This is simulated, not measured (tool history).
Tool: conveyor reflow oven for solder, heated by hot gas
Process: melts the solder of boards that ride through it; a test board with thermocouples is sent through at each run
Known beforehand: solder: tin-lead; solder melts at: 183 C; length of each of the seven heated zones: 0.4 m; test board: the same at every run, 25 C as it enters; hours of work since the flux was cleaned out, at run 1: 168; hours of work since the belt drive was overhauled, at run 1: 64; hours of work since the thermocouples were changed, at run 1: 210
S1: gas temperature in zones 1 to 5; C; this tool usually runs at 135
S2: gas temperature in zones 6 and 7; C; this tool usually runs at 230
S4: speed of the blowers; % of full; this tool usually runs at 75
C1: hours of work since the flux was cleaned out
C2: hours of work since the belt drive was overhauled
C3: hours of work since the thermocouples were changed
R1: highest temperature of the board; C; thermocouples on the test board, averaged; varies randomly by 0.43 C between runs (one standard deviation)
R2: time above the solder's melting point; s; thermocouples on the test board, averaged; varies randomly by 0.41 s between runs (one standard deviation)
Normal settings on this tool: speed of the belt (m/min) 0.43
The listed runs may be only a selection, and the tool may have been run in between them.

{"run": 1, "day": 0.0, "S1": 135, "S2": 230, "speed of the belt (m/min)": 0.43, "S4": 75, "C1": 168, "C2": 64, "C3": 210, "R1": 216.2, "R2": 81}
{"run": 2, "day": 0.304, "S1": 135, "S2": 230, "speed of the belt (m/min)": 0.43, "S4": 51, "C1": 173, "C2": 68, "C3": 214, "R1": 211.3, "R2": 75.3}
{"run": 3, "day": 1.004, "S1": 135, "S2": 230, "speed of the belt (m/min)": 0.43, "S4": 51, "C1": 182, "C2": 78, "C3": 224, "R1": 211.6, "R2": 74.5}
{"run": 4, "day": 1.471, "S1": 135, "S2": 230, "speed of the belt (m/min)": 0.43, "S4": 51, "C1": 189, "C2": 84, "C3": 230, "R1": 211.8, "R2": 74.2}
{"run": 5, "day": 1.9, "S1": 135, "S2": 230, "speed of the belt (m/min)": 0.43, "S4": 75, "C1": 195, "C2": 90, "C3": 236, "R1": 215.7, "R2": 80.8}
{"run": 6, "day": 2.438, "S1": 135, "S2": 230, "speed of the belt (m/min)": 0.43, "S4": 75, "C1": 202, "C2": 97, "C3": 243, "R1": 215.3, "R2": 80.4}
{"run": 7, "day": 2.854, "S1": 135, "S2": 226, "speed of the belt (m/min)": 0.43, "S4": 75, "C1": 208, "C2": 103, "C3": 249, "R1": 211.6, "R2": 77.4}
{"run": 8, "day": 3.388, "S1": 135, "S2": 226, "speed of the belt (m/min)": 0.43, "S4": 75, "C1": 216, "C2": 111, "C3": 257, "R1": 212.3, "R2": 76.6}
{"run": 9, "day": 3.733, "S1": 135, "S2": 230, "speed of the belt (m/min)": 0.503, "S4": 75, "C1": 220, "C2": 115, "C3": 261, "R1": 210.1, "R2": 61.7}
{"run": 10, "day": 4.367, "S1": 135, "S2": 230, "speed of the belt (m/min)": 0.397, "S4": 75, "C1": 229, "C2": 124, "C3": 270, "R1": 217.2, "R2": 91.6}
{"run": 11, "day": 4.9, "S1": 135, "S2": 238, "speed of the belt (m/min)": 0.397, "S4": 75, "C1": 237, "C2": 132, "C3": 278, "R1": 224.7, "R2": 98.2}
{"run": 12, "day": 5.388, "S1": 135, "S2": 238, "speed of the belt (m/min)": 0.397, "S4": 75, "C1": 243, "C2": 138, "C3": 284, "R1": 224.8, "R2": 99.3}
{"run": 13, "day": 5.704, "S1": 135, "S2": 238, "speed of the belt (m/min)": 0.397, "S4": 75, "C1": 248, "C2": 143, "C3": 289, "R1": 224.3, "R2": 98.9}
{"run": 14, "day": 6.025, "S1": 122, "S2": 238, "speed of the belt (m/min)": 0.397, "S4": 75, "C1": 252, "C2": 147, "C3": 293, "R1": 222.2, "R2": 90.2}
{"run": 15, "day": 6.371, "S1": 133, "S2": 230, "speed of the belt (m/min)": 0.43, "S4": 75, "C1": 257, "C2": 152, "C3": 298, "R1": 214.2, "R2": 80.4}
{"run": 16, "day": 6.742, "S1": 133, "S2": 230, "speed of the belt (m/min)": 0.43, "S4": 75, "C1": 262, "C2": 157, "C3": 303, "R1": 214.5, "R2": 79.1}
{"run": 17, "day": 7.1, "S1": 143, "S2": 235, "speed of the belt (m/min)": 0.362, "S4": 60, "C1": 267, "C2": 162, "C3": 308, "R1": 223.4, "R2": 111.7}
{"run": 18, "day": 7.546, "S1": 143, "S2": 235, "speed of the belt (m/min)": 0.362, "S4": 60, "C1": 273, "C2": 168, "C3": 314, "R1": 224, "R2": 112.4}
{"run": 19, "day": 8.246, "S1": 143, "S2": 235, "speed of the belt (m/min)": 0.362, "S4": 60, "C1": 283, "C2": 178, "C3": 324, "R1": 223.7, "R2": 112.2}
{"run": 20, "day": 8.929, "S1": 143, "S2": 235, "speed of the belt (m/min)": 0.362, "S4": 60, "C1": 293, "C2": 188, "C3": 334, "R1": 222.8, "R2": 112.2}

Forecast run 21:
{"run": 21, "day": 9.271, "S1": 124, "S2": 218, "speed of the belt (m/min)": 0.387, "S4": 72, "C1": 297, "C2": 192, "C3": 338, "R1": "?", "R2": "?"}

R1: 204.1 C
R2: 69.8 s
The same run, on a tool lacking any hidden state, would have yielded R1 206.5 C, R2 75 s.

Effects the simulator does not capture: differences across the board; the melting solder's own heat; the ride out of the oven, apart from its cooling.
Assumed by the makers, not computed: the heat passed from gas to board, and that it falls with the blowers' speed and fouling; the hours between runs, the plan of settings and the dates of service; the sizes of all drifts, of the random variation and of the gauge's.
